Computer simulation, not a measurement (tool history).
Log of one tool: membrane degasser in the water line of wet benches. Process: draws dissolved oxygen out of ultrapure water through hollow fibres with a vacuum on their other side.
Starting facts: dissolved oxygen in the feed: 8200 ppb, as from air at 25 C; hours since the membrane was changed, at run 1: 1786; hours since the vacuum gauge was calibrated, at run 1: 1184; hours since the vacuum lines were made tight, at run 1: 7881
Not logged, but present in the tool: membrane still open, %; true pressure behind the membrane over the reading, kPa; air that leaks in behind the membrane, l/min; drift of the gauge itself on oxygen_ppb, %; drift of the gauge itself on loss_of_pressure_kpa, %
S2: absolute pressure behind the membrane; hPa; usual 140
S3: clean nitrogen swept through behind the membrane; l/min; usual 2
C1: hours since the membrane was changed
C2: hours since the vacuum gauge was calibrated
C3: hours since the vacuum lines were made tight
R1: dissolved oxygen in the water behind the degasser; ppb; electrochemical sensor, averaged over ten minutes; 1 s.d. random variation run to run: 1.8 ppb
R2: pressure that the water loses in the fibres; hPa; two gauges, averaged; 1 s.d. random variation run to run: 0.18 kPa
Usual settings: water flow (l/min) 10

{"run": 1, "hour": 0.0, "water flow (l/min)": 10, "S2": 140, "S3": 2, "C1": 1786, "C2": 1184, "C3": 7881, "R1": 186.2, "R2": 348}
{"run": 2, "hour": 83.4, "water flow (l/min)": 10, "S2": 140, "S3": 2, "C1": 1869, "C2": 1267, "C3": 7964, "R1": 183.8, "R2": 343.4}
{"run": 3, "hour": 133.1, "water flow (l/min)": 10, "S2": 140, "S3": 2, "C1": 1919, "C2": 1317, "C3": 8014, "R1": 186, "R2": 349.3}
{"run": 4, "hour": 227.7, "water flow (l/min)": 10, "S2": 140, "S3": 2, "C1": 2013, "C2": 1412, "C3": 8109, "R1": 186.8, "R2": 347.6}
{"run": 5, "hour": 320.1, "water flow (l/min)": 10, "S2": 140, "S3": 2, "C1": 2106, "C2": 1504, "C3": 8201, "R1": 185.5, "R2": 353.3}
{"run": 6, "hour": 411.4, "water flow (l/min)": 10, "S2": 140, "S3": 2, "C1": 2197, "C2": 1595, "C3": 8292, "R1": 188.1, "R2": 345.7}
{"run": 7, "hour": 507.8, "water flow (l/min)": 10, "S2": 140, "S3": 2, "C1": 2293, "C2": 1692, "C3": 8389, "R1": 184.7, "R2": 346.2}
{"hour": 516.8, "done": "vacuum gauge calibrated"}
{"run": 8, "hour": 599.7, "water flow (l/min)": 10, "S2": 140, "S3": 2, "C1": 2385, "C2": 83, "C3": 8480, "R1": 187.8, "R2": 350.1}
{"run": 9, "hour": 679.8, "water flow (l/min)": 10, "S2": 140, "S3": 2, "C1": 2465, "C2": 163, "C3": 8560, "R1": 192.1, "R2": 345.9}
{"hour": 715.2, "done": "vacuum gauge calibrated, once more"}
{"run": 10, "hour": 734.4, "water flow (l/min)": 10, "S2": 140, "S3": 2, "C1": 2519, "C2": 19, "C3": 8614, "R1": 187, "R2": 350.7}
{"run": 11, "hour": 816.9, "water flow (l/min)": 15, "S2": 91, "S3": 2, "C1": 2601, "C2": 102, "C3": 8697, "R1": 232.9, "R2": 525.5}
{"run": 12, "hour": 900.2, "water flow (l/min)": 10, "S2": 219, "S3": 5.45, "C1": 2685, "C2": 185, "C3": 8780, "R1": 140, "R2": 347.4}
{"run": 13, "hour": 952.9, "water flow (l/min)": 10, "S2": 219, "S3": 5.45, "C1": 2737, "C2": 238, "C3": 8833, "R1": 139.2, "R2": 347.9}
{"run": 14, "hour": 1012.0, "water flow (l/min)": 10, "S2": 95, "S3": 3.56, "C1": 2797, "C2": 297, "C3": 8892, "R1": 95.1, "R2": 346.1}
{"run": 15, "hour": 1075.9, "water flow (l/min)": 10, "S2": 140, "S3": 2.07, "C1": 2860, "C2": 361, "C3": 8956, "R1": 185.6, "R2": 349.5}
{"run": 16, "hour": 1145.2, "water flow (l/min)": 11, "S2": 297, "S3": 1.36, "C1": 2930, "C2": 430, "C3": 9025, "R1": 571.9, "R2": 381.1}
{"run": 17, "hour": 1194.2, "water flow (l/min)": 7, "S2": 189, "S3": 2.28, "C1": 2979, "C2": 479, "C3": 9074, "R1": 148.6, "R2": 245.5}
{"run": 18, "hour": 1260.0, "water flow (l/min)": 10, "S2": 240, "S3": 3.01, "C1": 3044, "C2": 545, "C3": 9140, "R1": 231.5, "R2": 350.9}
{"run": 19, "hour": 1346.0, "water flow (l/min)": 10, "S2": 96, "S3": 2.15, "C1": 3131, "C2": 631, "C3": 9226, "R1": 125.8, "R2": 347.9}
{"run": 20, "hour": 1420.7, "water flow (l/min)": 7, "S2": 239, "S3": 1.56, "C1": 3205, "C2": 705, "C3": 9301, "R1": 269.7, "R2": 249.4}

Below are 4 alternative next runs, each starting from the tool's condition after run 20. Predict each:
{"run": "A", "hour": 1496.8, "water flow (l/min)": 9, "S2": 178, "S3": 1.55, "C1": 3281, "C2": 782, "C3": 9377, "R1": "?", "R2": "?"}
{"run": "B", "hour": 1496.8, "water flow (l/min)": 11, "S2": 276, "S3": 5.19, "C1": 3281, "C2": 782, "C3": 9377, "R1": "?", "R2": "?"}
{"run": "C", "hour": 1496.8, "water flow (l/min)": 7, "S2": 98, "S3": 1.56, "C1": 3281, "C2": 782, "C3": 9377, "R1": "?", "R2": "?"}
{"run": "D", "hour": 1496.8, "water flow (l/min)": 9, "S2": 94, "S3": 0.95, "C1": 3281, "C2": 782, "C3": 9377, "R1": "?", "R2": "?"}

run=A R1=250.4 R2=313.8
run=B R1=197.1 R2=387.7
run=C R1=100.7 R2=243.8
run=D R1=182.4 R2=313.5
With no hidden state in the tool, these same runs would have given:
run=A R1=230.2 R2=308.1
run=B R1=182 R2=380.6
run=C R1=90.2 R2=239.3
run=D R1=168.4 R2=307.8
